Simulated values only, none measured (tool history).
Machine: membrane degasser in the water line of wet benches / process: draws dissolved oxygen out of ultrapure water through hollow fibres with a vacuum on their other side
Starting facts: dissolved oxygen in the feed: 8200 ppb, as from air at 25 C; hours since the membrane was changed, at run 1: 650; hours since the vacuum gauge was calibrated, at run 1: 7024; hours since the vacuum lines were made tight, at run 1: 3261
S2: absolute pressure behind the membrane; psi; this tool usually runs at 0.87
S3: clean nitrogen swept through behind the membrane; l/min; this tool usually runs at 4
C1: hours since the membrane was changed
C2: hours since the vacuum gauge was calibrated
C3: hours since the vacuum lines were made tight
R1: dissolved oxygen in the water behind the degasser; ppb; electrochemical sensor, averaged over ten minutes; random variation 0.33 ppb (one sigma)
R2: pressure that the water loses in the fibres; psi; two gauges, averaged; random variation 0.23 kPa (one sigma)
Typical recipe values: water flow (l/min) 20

{"run": 1, "hour": 0.0, "water flow (l/min)": 20, "S2": 0.87, "S3": 4, "C1": 650, "C2": 7024, "C3": 3261, "R1": 44.6, "R2": 10.083}
{"run": 2, "hour": 113.8, "water flow (l/min)": 20, "S2": 0.87, "S3": 4, "C1": 764, "C2": 7138, "C3": 3375, "R1": 44.7, "R2": 9.986}
{"run": 3, "hour": 231.0, "water flow (l/min)": 20, "S2": 0.87, "S3": 4, "C1": 881, "C2": 7255, "C3": 3492, "R1": 44.9, "R2": 10.022}
{"run": 4, "hour": 370.5, "water flow (l/min)": 20, "S2": 0.87, "S3": 4, "C1": 1021, "C2": 7395, "C3": 3632, "R1": 45.4, "R2": 10.04}
{"run": 5, "hour": 476.0, "water flow (l/min)": 20, "S2": 0.87, "S3": 5.37, "C1": 1126, "C2": 7500, "C3": 3738, "R1": 36.1, "R2": 10.098}
{"hour": 591.2, "done": "vacuum gauge calibrated"}
{"run": 6, "hour": 603.0, "water flow (l/min)": 20, "S2": 0.87, "S3": 4, "C1": 1253, "C2": 12, "C3": 3864, "R1": 43.6, "R2": 10.045}
{"run": 7, "hour": 753.6, "water flow (l/min)": 20, "S2": 0.87, "S3": 4, "C1": 1403, "C2": 162, "C3": 4015, "R1": 43.8, "R2": 10.04}
{"run": 8, "hour": 902.0, "water flow (l/min)": 20, "S2": 0.87, "S3": 4, "C1": 1552, "C2": 311, "C3": 4163, "R1": 43.4, "R2": 10.079}
{"run": 9, "hour": 1018.0, "water flow (l/min)": 20, "S2": 0.87, "S3": 9.04, "C1": 1668, "C2": 427, "C3": 4279, "R1": 24.8, "R2": 10.061}
{"run": 10, "hour": 1141.3, "water flow (l/min)": 20, "S2": 0.87, "S3": 9.04, "C1": 1791, "C2": 550, "C3": 4402, "R1": 24.8, "R2": 10.04}
{"run": 11, "hour": 1302.0, "water flow (l/min)": 20, "S2": 0.87, "S3": 9.04, "C1": 1952, "C2": 711, "C3": 4563, "R1": 24.9, "R2": 10.032}
{"run": 12, "hour": 1440.9, "water flow (l/min)": 20, "S2": 0.87, "S3": 9.04, "C1": 2091, "C2": 850, "C3": 4702, "R1": 24.8, "R2": 10.06}
{"run": 13, "hour": 1602.9, "water flow (l/min)": 20, "S2": 0.87, "S3": 9.04, "C1": 2253, "C2": 1012, "C3": 4864, "R1": 24.9, "R2": 10.044}
{"run": 14, "hour": 1682.1, "water flow (l/min)": 13, "S2": 0.87, "S3": 9.04, "C1": 2332, "C2": 1091, "C3": 4943, "R1": 13.1, "R2": 6.503}
{"run": 15, "hour": 1780.0, "water flow (l/min)": 13, "S2": 0.87, "S3": 7.61, "C1": 2430, "C2": 1189, "C3": 5041, "R1": 14.6, "R2": 6.588}
{"run": 16, "hour": 1904.1, "water flow (l/min)": 31, "S2": 0.87, "S3": 4, "C1": 2554, "C2": 1313, "C3": 5165, "R1": 79.7, "R2": 15.605}
{"run": 17, "hour": 1982.5, "water flow (l/min)": 31, "S2": 0.87, "S3": 4, "C1": 2632, "C2": 1391, "C3": 5243, "R1": 81.1, "R2": 15.693}
{"run": 18, "hour": 2115.2, "water flow (l/min)": 18, "S2": 2.062, "S3": 11.01, "C1": 2765, "C2": 1524, "C3": 5376, "R1": 52.8, "R2": 9.107}
{"run": 19, "hour": 2186.2, "water flow (l/min)": 18, "S2": 0.741, "S3": 3.39, "C1": 2836, "C2": 1595, "C3": 5447, "R1": 33.2, "R2": 9.074}
{"run": 20, "hour": 2359.4, "water flow (l/min)": 31, "S2": 1.529, "S3": 6.54, "C1": 3009, "C2": 1768, "C3": 5620, "R1": 113.1, "R2": 15.602}
{"run": 21, "hour": 2468.3, "water flow (l/min)": 20, "S2": 1.466, "S3": 2.9, "C1": 3118, "C2": 1877, "C3": 5729, "R1": 125.4, "R2": 10.057}
{"run": 22, "hour": 2619.1, "water flow (l/min)": 20, "S2": 0.819, "S3": 7.28, "C1": 3269, "C2": 2028, "C3": 5880, "R1": 26.2, "R2": 10.069}
{"run": 23, "hour": 2783.0, "water flow (l/min)": 20, "S2": 0.819, "S3": 3.19, "C1": 3433, "C2": 2192, "C3": 6044, "R1": 48.5, "R2": 10.061}
{"run": 24, "hour": 2869.5, "water flow (l/min)": 27, "S2": 1.508, "S3": 5, "C1": 3519, "C2": 2278, "C3": 6130, "R1": 115.1, "R2": 13.519}
{"run": 25, "hour": 3016.6, "water flow (l/min)": 16, "S2": 0.851, "S3": 2.53, "C1": 3666, "C2": 2425, "C3": 6278, "R1": 47.9, "R2": 8.109}
{"run": 26, "hour": 3113.9, "water flow (l/min)": 20, "S2": 0.532, "S3": 4, "C1": 3764, "C2": 2523, "C3": 6375, "R1": 16.4, "R2": 10.089}
{"run": 27, "hour": 3217.5, "water flow (l/min)": 20, "S2": 0.55, "S3": 3.73, "C1": 3867, "C2": 2626, "C3": 6478, "R1": 18, "R2": 10.103}
{"run": 28, "hour": 3371.8, "water flow (l/min)": 20, "S2": 0.55, "S3": 3.73, "C1": 4022, "C2": 2781, "C3": 6633, "R1": 18, "R2": 10.098}
{"run": 29, "hour": 3532.6, "water flow (l/min)": 13, "S2": 0.853, "S3": 1.64, "C1": 4182, "C2": 2941, "C3": 6794, "R1": 57.2, "R2": 6.56}
{"run": 30, "hour": 3629.7, "water flow (l/min)": 24, "S2": 1.939, "S3": 4, "C1": 4279, "C2": 3038, "C3": 6891, "R1": 165.5, "R2": 12.141}
{"run": 31, "hour": 3790.7, "water flow (l/min)": 20, "S2": 1.546, "S3": 8.4, "C1": 4440, "C2": 3199, "C3": 7052, "R1": 54.2, "R2": 10.118}

Branching from run 31: 4 alternative next runs. What would each branch give?
{"run": "A", "hour": 3963.9, "water flow (l/min)": 25, "S2": 1.546, "S3": 8.4, "C1": 4614, "C2": 3373, "C3": 7225, "R1": "?", "R2": "?"}
{"run": "B", "hour": 3963.9, "water flow (l/min)": 29, "S2": 0.789, "S3": 2.19, "C1": 4614, "C2": 3373, "C3": 7225, "R1": "?", "R2": "?"}
{"run": "C", "hour": 3963.9, "water flow (l/min)": 16, "S2": 0.87, "S3": 1.98, "C1": 4614, "C2": 3373, "C3": 7225, "R1": "?", "R2": "?"}
{"run": "D", "hour": 3963.9, "water flow (l/min)": 12, "S2": 0.621, "S3": 3.45, "C1": 4614, "C2": 3373, "C3": 7225, "R1": "?", "R2": "?"}

run=A R1=73.5 R2=12.656
run=B R1=97.5 R2=14.769
run=C R1=63.1 R2=8.1
run=D R1=12.8 R2=6.081
Had the tool no hidden state, the same runs would have come out as:
run=A R1=70.2 R2=12.521
run=B R1=91.3 R2=14.611
run=C R1=58.6 R2=8.013
run=D R1=11.1 R2=6.018
